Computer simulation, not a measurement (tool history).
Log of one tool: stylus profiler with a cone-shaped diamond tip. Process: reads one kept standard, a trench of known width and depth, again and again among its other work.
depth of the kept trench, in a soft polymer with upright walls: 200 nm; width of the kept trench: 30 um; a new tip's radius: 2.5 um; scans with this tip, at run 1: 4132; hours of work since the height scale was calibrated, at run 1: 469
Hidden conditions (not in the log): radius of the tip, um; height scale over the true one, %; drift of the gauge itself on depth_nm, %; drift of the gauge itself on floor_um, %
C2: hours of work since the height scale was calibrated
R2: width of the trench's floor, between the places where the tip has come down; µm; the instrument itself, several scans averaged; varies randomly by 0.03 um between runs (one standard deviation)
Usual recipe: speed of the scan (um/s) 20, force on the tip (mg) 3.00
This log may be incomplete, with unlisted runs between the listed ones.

{"run": 1, "day": 0.0, "speed of the scan (um/s)": 20, "force on the tip (mg)": 3.0, "scans with this tip": 4132, "C2": 469, "depth of the trench (nm)": 201.93, "R2": 27.74}
{"run": 2, "day": 0.671, "speed of the scan (um/s)": 20, "force on the tip (mg)": 3.0, "scans with this tip": 4240, "C2": 482, "depth of the trench (nm)": 201.86, "R2": 27.69}
{"run": 3, "day": 1.746, "speed of the scan (um/s)": 20, "force on the tip (mg)": 3.01, "scans with this tip": 4412, "C2": 501, "depth of the trench (nm)": 201.94, "R2": 27.75}
{"run": 4, "day": 2.338, "speed of the scan (um/s)": 20, "force on the tip (mg)": 3.0, "scans with this tip": 4507, "C2": 512, "depth of the trench (nm)": 201.92, "R2": 27.66}
{"run": 5, "day": 3.412, "speed of the scan (um/s)": 20, "force on the tip (mg)": 3.0, "scans with this tip": 4680, "C2": 532, "depth of the trench (nm)": 202.02, "R2": 27.74}
{"run": 6, "day": 4.483, "speed of the scan (um/s)": 20, "force on the tip (mg)": 3.0, "scans with this tip": 4852, "C2": 551, "depth of the trench (nm)": 201.8, "R2": 27.72}
{"run": 7, "day": 5.179, "speed of the scan (um/s)": 20, "force on the tip (mg)": 3.0, "scans with this tip": 4964, "C2": 564, "depth of the trench (nm)": 201.97, "R2": 27.68}
{"run": 8, "day": 6.246, "speed of the scan (um/s)": 20, "force on the tip (mg)": 3.0, "scans with this tip": 5135, "C2": 583, "depth of the trench (nm)": 202.02, "R2": 27.69}
{"run": 9, "day": 6.904, "speed of the scan (um/s)": 20, "force on the tip (mg)": 3.0, "scans with this tip": 5241, "C2": 595, "depth of the trench (nm)": 201.96, "R2": 27.68}
{"run": 10, "day": 7.458, "speed of the scan (um/s)": 20, "force on the tip (mg)": 1.3, "scans with this tip": 5330, "C2": 606, "depth of the trench (nm)": 201.29, "R2": 27.65}
{"run": 11, "day": 8.212, "speed of the scan (um/s)": 61, "force on the tip (mg)": 3.0, "scans with this tip": 5451, "C2": 619, "depth of the trench (nm)": 201.96, "R2": 27.56}
{"run": 12, "day": 8.967, "speed of the scan (um/s)": 61, "force on the tip (mg)": 3.0, "scans with this tip": 5572, "C2": 633, "depth of the trench (nm)": 201.92, "R2": 27.56}
{"run": 13, "day": 10.092, "speed of the scan (um/s)": 61, "force on the tip (mg)": 3.0, "scans with this tip": 5752, "C2": 654, "depth of the trench (nm)": 202.0, "R2": 27.53}
{"run": 14, "day": 11.038, "speed of the scan (um/s)": 61, "force on the tip (mg)": 3.0, "scans with this tip": 5904, "C2": 671, "depth of the trench (nm)": 201.93, "R2": 27.49}
{"run": 15, "day": 12.279, "speed of the scan (um/s)": 7, "force on the tip (mg)": 1.93, "scans with this tip": 6104, "C2": 694, "depth of the trench (nm)": 201.65, "R2": 27.69}
{"run": 16, "day": 13.188, "speed of the scan (um/s)": 58, "force on the tip (mg)": 3.0, "scans with this tip": 6250, "C2": 710, "depth of the trench (nm)": 202.05, "R2": 27.48}
{"run": 17, "day": 14.271, "speed of the scan (um/s)": 20, "force on the tip (mg)": 4.09, "scans with this tip": 6424, "C2": 730, "depth of the trench (nm)": 202.37, "R2": 27.61}
{"run": 18, "day": 15.108, "speed of the scan (um/s)": 51, "force on the tip (mg)": 2.92, "scans with this tip": 6558, "C2": 745, "depth of the trench (nm)": 202.06, "R2": 27.46}
{"run": 19, "day": 15.667, "speed of the scan (um/s)": 51, "force on the tip (mg)": 2.92, "scans with this tip": 6648, "C2": 755, "depth of the trench (nm)": 201.89, "R2": 27.51}
{"run": 20, "day": 16.604, "speed of the scan (um/s)": 51, "force on the tip (mg)": 2.92, "scans with this tip": 6798, "C2": 772, "depth of the trench (nm)": 202.03, "R2": 27.47}
{"run": 21, "day": 17.762, "speed of the scan (um/s)": 59, "force on the tip (mg)": 2.92, "scans with this tip": 6984, "C2": 794, "depth of the trench (nm)": 202.04, "R2": 27.46}
{"run": 22, "day": 18.558, "speed of the scan (um/s)": 59, "force on the tip (mg)": 2.92, "scans with this tip": 7113, "C2": 808, "depth of the trench (nm)": 202.03, "R2": 27.49}
{"run": 23, "day": 19.558, "speed of the scan (um/s)": 60, "force on the tip (mg)": 1.09, "scans with this tip": 7273, "C2": 826, "depth of the trench (nm)": 201.38, "R2": 27.29}
{"run": 24, "day": 20.154, "speed of the scan (um/s)": 8, "force on the tip (mg)": 2.52, "scans with this tip": 7368, "C2": 837, "depth of the trench (nm)": 201.92, "R2": 27.58}
{"run": 25, "day": 20.775, "speed of the scan (um/s)": 20, "force on the tip (mg)": 4.04, "scans with this tip": 7469, "C2": 849, "depth of the trench (nm)": 202.45, "R2": 27.57}
{"run": 26, "day": 21.421, "speed of the scan (um/s)": 20, "force on the tip (mg)": 4.04, "scans with this tip": 7572, "C2": 860, "depth of the trench (nm)": 202.5, "R2": 27.53}
{"run": 27, "day": 22.021, "speed of the scan (um/s)": 20, "force on the tip (mg)": 4.04, "scans with this tip": 7668, "C2": 871, "depth of the trench (nm)": 202.36, "R2": 27.57}

Results per run with the tool's hidden condition removed, run-to-run variation unchanged:
run=1 depth_of_the_trench_(nm)=201.56 R2=27.99
run=2 depth_of_the_trench_(nm)=201.49 R2=27.94
run=3 depth_of_the_trench_(nm)=201.55 R2=28.01
run=4 depth_of_the_trench_(nm)=201.52 R2=27.93
run=5 depth_of_the_trench_(nm)=201.61 R2=28.01
run=6 depth_of_the_trench_(nm)=201.38 R2=28.01
run=7 depth_of_the_trench_(nm)=201.54 R2=27.97
run=8 depth_of_the_trench_(nm)=201.58 R2=27.99
run=9 depth_of_the_trench_(nm)=201.52 R2=27.99
run=10 depth_of_the_trench_(nm)=200.84 R2=27.96
run=11 depth_of_the_trench_(nm)=201.50 R2=27.87
run=12 depth_of_the_trench_(nm)=201.45 R2=27.88
run=13 depth_of_the_trench_(nm)=201.52 R2=27.86
run=14 depth_of_the_trench_(nm)=201.43 R2=27.83
run=15 depth_of_the_trench_(nm)=201.15 R2=28.04
run=16 depth_of_the_trench_(nm)=201.54 R2=27.84
run=17 depth_of_the_trench_(nm)=201.85 R2=27.98
run=18 depth_of_the_trench_(nm)=201.52 R2=27.84
run=19 depth_of_the_trench_(nm)=201.35 R2=27.89
run=20 depth_of_the_trench_(nm)=201.48 R2=27.86
run=21 depth_of_the_trench_(nm)=201.47 R2=27.86
run=22 depth_of_the_trench_(nm)=201.45 R2=27.89
run=23 depth_of_the_trench_(nm)=200.79 R2=27.70
run=24 depth_of_the_trench_(nm)=201.33 R2=28.00
run=25 depth_of_the_trench_(nm)=201.85 R2=27.99
run=26 depth_of_the_trench_(nm)=201.89 R2=27.96
run=27 depth_of_the_trench_(nm)=201.74 R2=28.00

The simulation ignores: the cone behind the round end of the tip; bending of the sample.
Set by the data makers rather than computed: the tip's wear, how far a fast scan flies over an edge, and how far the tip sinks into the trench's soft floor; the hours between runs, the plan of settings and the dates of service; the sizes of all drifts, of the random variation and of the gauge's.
